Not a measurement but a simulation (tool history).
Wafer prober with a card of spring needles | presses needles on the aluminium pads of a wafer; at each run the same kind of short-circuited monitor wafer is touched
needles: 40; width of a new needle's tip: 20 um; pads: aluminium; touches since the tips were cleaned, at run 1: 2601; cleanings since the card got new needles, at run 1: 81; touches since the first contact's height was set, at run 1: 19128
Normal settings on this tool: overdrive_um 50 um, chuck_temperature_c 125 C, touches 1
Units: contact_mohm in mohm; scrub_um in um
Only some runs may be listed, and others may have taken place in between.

run   hour  overdrive_um  chuck_temperature_c  touches  touches since the tips were cleaned  cleanings since the card got new needles  touches since the first contact's height was set  contact_mohm  scrub_um
  1      0            50                  125        1                                 2601                                        81                                             19128           289      6.91
       4.7  -- tips cleaned on abrasive film
      14.8  -- tips cleaned on abrasive film
      26.7  -- tips cleaned on abrasive film
  2   29.8            50                  125        1                                 1495                                        84                                             33164           271      6.88
      37.4  -- tips cleaned on abrasive film
      49.1  -- tips cleaned on abrasive film
  3   58.8            50                  125        1                                 4605                                        86                                             46834           314      6.88
      61.4  -- tips cleaned on abrasive film
      72.8  -- tips cleaned on abrasive film
      83.9  -- tips cleaned on abrasive film
  4   83.9            50                   75        1                                    0                                        89                                             58617           224      6.85
      95.3  -- tips cleaned on abrasive film
     107.3  -- tips cleaned on abrasive film
  5  116.2            50                   27        1                                 4248                                        91                                             73878           298      6.85
     118.4  -- tips cleaned on abrasive film
     128.4  -- tips cleaned on abrasive film
     140.1  -- tips cleaned on abrasive film
     151.8  -- tips cleaned on abrasive film
  6  159.3            50                   27        1                                 3527                                        95                                             94119           296      6.78
     164.3  -- tips cleaned on abrasive film
     174.4  -- tips cleaned on abrasive film
     184.4  -- tips cleaned on abrasive film
  7  187.4            50                   27        1                                 1408                                        98                                            107331           264      6.81
     195.6  -- tips cleaned on abrasive film
     207.7  -- tips cleaned on abrasive film
     219.8  -- tips cleaned on abrasive film
     224.3  -- tips cleaned on abrasive film, once more
  8  229.8            50                   27        1                                 2611                                       102                                            127307           291      6.77
     234.9  -- tips cleaned on abrasive film
     246.9  -- tips cleaned on abrasive film
     247.2  -- height of the first contact set anew
     259.3  -- tips cleaned on abrasive film
     271.1  -- tips cleaned on abrasive film
  9  275.2            50                   27        1                                 1913                                       106                                             13179           279      6.96
     282.1  -- tips cleaned on abrasive film
     294.3  -- tips cleaned on abrasive film
     306.4  -- tips cleaned on abrasive film
     317.3  -- tips cleaned on abrasive film
 10  318.7            50                   27        1                                  645                                       110                                             33654           241      6.92
     328.1  -- tips cleaned on abrasive film
     339.7  -- tips cleaned on abrasive film
     352.1  -- tips cleaned on abrasive film
     362.1  -- tips cleaned on abrasive film
 11  363.8            66                   91        1                                  789                                       114                                             54902           235      9.15
     373.5  -- tips cleaned on abrasive film
     385.2  -- tips cleaned on abrasive film
     395.3  -- tips cleaned on abrasive film
 12  401.3            50                   88        3                                 2890                                       117                                             72601           249      6.84
     406.4  -- tips cleaned on abrasive film
     417.7  -- tips cleaned on abrasive film
     430.1  -- tips cleaned on abrasive film
 13    439            50                   54        1                                 4211                                       120                                             90328           304      6.85
     441.5  -- tips cleaned on abrasive film
     451.6  -- tips cleaned on abrasive film
     463.9  -- tips cleaned on abrasive film
 14  469.3            31                   32        1                                 2560                                       123                                            104578           430       4.2
     476.4  -- tips cleaned on abrasive film
     488.2  -- tips cleaned on abrasive film
 15  489.9            50                  113        1                                  799                                       125                                            114291           257      6.81
     499.2  -- tips cleaned on abrasive film
     510.8  -- tips cleaned on abrasive film
     520.8  -- tips cleaned on abrasive film
     532.7  -- tips cleaned on abrasive film
       533  -- height of the first contact set anew
 16    535            50                  113        1                                  947                                       129                                               947           259      6.95
     544.8  -- tips cleaned on abrasive film
     554.8  -- tips cleaned on abrasive film
     567.1  -- tips cleaned on abrasive film
     578.6  -- tips cleaned on abrasive film
 17  579.3            50                   89        1                                  341                                       133                                             21823           242      6.93
     589.4  -- tips cleaned on abrasive film
     601.4  -- tips cleaned on abrasive film
     613.4  -- tips cleaned on abrasive film
 18  622.7            68                   76        2                                 4421                                       136                                             42278           243      9.39
     625.3  -- tips cleaned on abrasive film
     637.7  -- tips cleaned on abrasive film
     647.7  -- tips cleaned on abrasive film
     657.7  -- tips cleaned on abrasive film
 19  661.2            32                   29        2                                 1632                                       140                                             60367           300      4.34

Some steps in contact_mohm between neighbouring runs. How much of each would the tool show without its hidden state too (settings, what came in, random variation), and how much is left for the hidden state, with any gauge scatter that isn't in both results?
The hidden state here: debris on the tips, nm; way that the needles fall short of the set height, um; tips' diameter, um; drift of the gauge itself on contact_mohm, %; drift of the gauge itself on scrub_um, %.
Run 14 -> 15: overdrive_um 31 -> 50, chuck_temperature_c 32 -> 113, tips cleaned on abrasive film, tips cleaned on abrasive film. contact_mohm -173 mohm: hidden state -184, all else +11.
